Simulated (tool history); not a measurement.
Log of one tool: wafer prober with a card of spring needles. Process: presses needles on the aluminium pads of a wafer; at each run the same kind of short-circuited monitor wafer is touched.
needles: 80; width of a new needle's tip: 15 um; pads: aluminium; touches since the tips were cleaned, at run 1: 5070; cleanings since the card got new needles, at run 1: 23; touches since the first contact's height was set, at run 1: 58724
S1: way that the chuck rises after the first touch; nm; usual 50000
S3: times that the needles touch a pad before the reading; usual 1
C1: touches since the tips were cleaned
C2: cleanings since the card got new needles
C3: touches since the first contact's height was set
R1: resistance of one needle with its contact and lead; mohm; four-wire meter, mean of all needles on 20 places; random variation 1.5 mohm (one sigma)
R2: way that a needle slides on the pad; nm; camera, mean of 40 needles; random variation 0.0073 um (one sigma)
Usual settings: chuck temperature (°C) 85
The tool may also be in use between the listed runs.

run 1 day=0.000 | S1=50000 chuck_temperature_(°C)=85 S3=1 | C1=5070 C2=23 C3=58724 | R1=162 R2=9628
-- day=0.421 tips cleaned on abrasive film
-- day=1.383 tips cleaned on abrasive film
-- day=2.429 tips cleaned on abrasive film
run 2 day=2.700 | S1=50000 chuck_temperature_(°C)=94 S3=1 | C1=2883 C2=26 C3=87535 | R1=155 R2=9608
-- day=3.317 tips cleaned on abrasive film
-- day=4.338 tips cleaned on abrasive film
run 3 day=5.062 | S1=50000 chuck_temperature_(°C)=94 S3=1 | C1=7812 C2=28 C3=112795 | R1=169 R2=9596
-- day=5.275 tips cleaned on abrasive film
-- day=6.200 tips cleaned on abrasive film
run 4 day=6.812 | S1=50000 chuck_temperature_(°C)=94 S3=1 | C1=6530 C2=30 C3=131428 | R1=170 R2=9565
-- day=7.175 tips cleaned on abrasive film
-- day=8.158 tips cleaned on abrasive film
-- day=9.150 tips cleaned on abrasive film
run 5 day=9.246 | S1=50000 chuck_temperature_(°C)=94 S3=1 | C1=1047 C2=33 C3=157407 | R1=152 R2=9552
-- day=10.071 tips cleaned on abrasive film
-- day=10.933 tips cleaned on abrasive film
run 6 day=10.933 | S1=50000 chuck_temperature_(°C)=85 S3=1 | C1=0 C2=35 C3=175392 | R1=141 R2=9525
-- day=11.800 tips cleaned on abrasive film
-- day=12.158 height of the first contact set anew
-- day=12.792 tips cleaned on abrasive film
run 7 day=13.483 | S1=50000 chuck_temperature_(°C)=85 S3=2 | C1=7440 C2=37 C3=14147 | R1=157 R2=9666
-- day=13.696 tips cleaned on abrasive film
-- day=14.567 tips cleaned on abrasive film
run 8 day=14.954 | S1=50000 chuck_temperature_(°C)=85 S3=1 | C1=4173 C2=39 C3=29832 | R1=161 R2=9652
-- day=15.521 tips cleaned on abrasive film
-- day=16.483 tips cleaned on abrasive film
-- day=17.417 tips cleaned on abrasive film
run 9 day=17.762 | S1=50000 chuck_temperature_(°C)=85 S3=1 | C1=3698 C2=42 C3=59810 | R1=161 R2=9622
-- day=18.338 tips cleaned on abrasive film
-- day=19.279 tips cleaned on abrasive film
-- day=20.179 tips cleaned on abrasive film
run 10 day=20.792 | S1=50000 chuck_temperature_(°C)=85 S3=1 | C1=6595 C2=45 C3=92154 | R1=170 R2=9600
-- day=21.175 tips cleaned on abrasive film
-- day=22.138 tips cleaned on abrasive film
-- day=23.096 tips cleaned on abrasive film
run 11 day=23.650 | S1=50000 chuck_temperature_(°C)=85 S3=1 | C1=5975 C2=48 C3=122662 | R1=167 R2=9590
-- day=23.992 tips cleaned on abrasive film
-- day=25.029 tips cleaned on abrasive film
-- day=25.867 tips cleaned on abrasive film
run 12 day=26.362 | S1=50000 chuck_temperature_(°C)=85 S3=1 | C1=5291 C2=51 C3=151581 | R1=170 R2=9546
-- day=26.725 tips cleaned on abrasive film
-- day=27.692 tips cleaned on abrasive film
-- day=28.708 tips cleaned on abrasive film
run 13 day=29.254 | S1=50000 chuck_temperature_(°C)=85 S3=1 | C1=5856 C2=54 C3=182480 | R1=171 R2=9528
-- day=29.612 tips cleaned on abrasive film
-- day=29.779 height of the first contact set anew
-- day=30.592 tips cleaned on abrasive film
run 14 day=31.271 | S1=50000 chuck_temperature_(°C)=85 S3=1 | C1=7285 C2=56 C3=15934 | R1=171 R2=9667
-- day=31.479 tips cleaned on abrasive film
-- day=32.392 tips cleaned on abrasive film
run 15 day=33.096 | S1=50000 chuck_temperature_(°C)=85 S3=1 | C1=7558 C2=58 C3=35445 | R1=171 R2=9648
-- day=33.308 tips cleaned on abrasive film
-- day=34.150 tips cleaned on abrasive film
-- day=35.054 tips cleaned on abrasive film
run 16 day=35.638 | S1=47000 chuck_temperature_(°C)=84 S3=1 | C1=6285 C2=61 C3=62561 | R1=174 R2=9052
-- day=36.062 tips cleaned on abrasive film
-- day=37.092 tips cleaned on abrasive film
-- day=38.058 tips cleaned on abrasive film
run 17 day=38.525 | S1=44000 chuck_temperature_(°C)=122 S3=2 | C1=4992 C2=64 C3=93372 | R1=166 R2=8448
-- day=38.938 tips cleaned on abrasive film
-- day=39.921 tips cleaned on abrasive film
run 18 day=40.588 | S1=44000 chuck_temperature_(°C)=122 S3=2 | C1=7141 C2=66 C3=115382 | R1=167 R2=8433
-- day=40.800 tips cleaned on abrasive film
-- day=41.754 tips cleaned on abrasive film
-- day=42.721 tips cleaned on abrasive film
run 19 day=43.279 | S1=44000 chuck_temperature_(°C)=122 S3=2 | C1=5976 C2=69 C3=144101 | R1=167 R2=8392
-- day=43.700 tips cleaned on abrasive film
-- day=44.700 tips cleaned on abrasive film
run 20 day=45.492 | S1=44000 chuck_temperature_(°C)=122 S3=2 | C1=8506 C2=71 C3=167764 | R1=169 R2=8392
-- day=45.704 tips cleaned on abrasive film
-- day=46.679 tips cleaned on abrasive film
-- day=47.417 height of the first contact set anew
run 21 day=47.417 | S1=44000 chuck_temperature_(°C)=122 S3=2 | C1=7787 C2=73 C3=0 | R1=168 R2=8524
-- day=47.629 tips cleaned on abrasive film
-- day=48.621 tips cleaned on abrasive film
run 22 day=48.967 | S1=50000 chuck_temperature_(°C)=48 S3=1 | C1=3700 C2=75 C3=16531 | R1=161 R2=9650
-- day=49.558 tips cleaned on abrasive film
-- day=50.546 tips cleaned on abrasive film
run 23 day=50.604 | S1=50000 chuck_temperature_(°C)=85 S3=1 | C1=636 C2=77 C3=34006 | R1=146 R2=9645
-- day=51.396 tips cleaned on abrasive film
-- day=52.338 tips cleaned on abrasive film
run 24 day=52.579 | S1=50000 chuck_temperature_(°C)=40 S3=1 | C1=2583 C2=79 C3=55053 | R1=155 R2=9634
-- day=53.208 tips cleaned on abrasive film
-- day=54.071 tips cleaned on abrasive film
-- day=55.029 tips cleaned on abrasive film
run 25 day=55.233 | S1=50000 chuck_temperature_(°C)=40 S3=1 | C1=2194 C2=82 C3=83401 | R1=151 R2=9595
-- day=55.938 tips cleaned on abrasive film
-- day=56.950 tips cleaned on abrasive film
-- day=57.842 tips cleaned on abrasive film
run 26 day=57.842 | S1=30000 chuck_temperature_(°C)=85 S3=3 | C1=0 C2=85 C3=111244 | R1=152 R2=5707
-- day=58.767 tips cleaned on abrasive film
-- day=59.700 tips cleaned on abrasive film
run 27 day=59.746 | S1=46000 chuck_temperature_(°C)=41 S3=2 | C1=509 C2=87 C3=131563 | R1=135 R2=8776
-- day=60.571 tips cleaned on abrasive film
-- day=61.567 tips cleaned on abrasive film
run 28 day=61.725 | S1=46000 chuck_temperature_(°C)=37 S3=1 | C1=1691 C2=89 C3=152662 | R1=148 R2=8753

Forecast each of these 3 alternatives for the next run:
-- day=62.496 tips cleaned on abrasive film
-- day=63.346 tips cleaned on abrasive film
-- day=64.304 tips cleaned on abrasive film
run A day=64.654 | S1=51000 chuck_temperature_(°C)=37 S3=1 | C1=3753 C2=92 C3=183957 | R1=? R2=?
-- day=62.496 tips cleaned on abrasive film
-- day=63.346 tips cleaned on abrasive film
-- day=64.304 tips cleaned on abrasive film
run B day=64.654 | S1=50000 chuck_temperature_(°C)=85 S3=1 | C1=3753 C2=92 C3=183957 | R1=? R2=?
-- day=62.496 tips cleaned on abrasive film
-- day=63.346 tips cleaned on abrasive film
-- day=64.304 tips cleaned on abrasive film
run C day=64.654 | S1=66000 chuck_temperature_(°C)=37 S3=1 | C1=3753 C2=92 C3=183957 | R1=? R2=?

run=A R1=161 R2=9704
run=B R1=169 R2=9514
run=C R1=145 R2=12608
Without the tool's hidden state the same runs would have given:
run=A R1=133 R2=9872
run=B R1=142 R2=9681
run=C R1=127 R2=12775
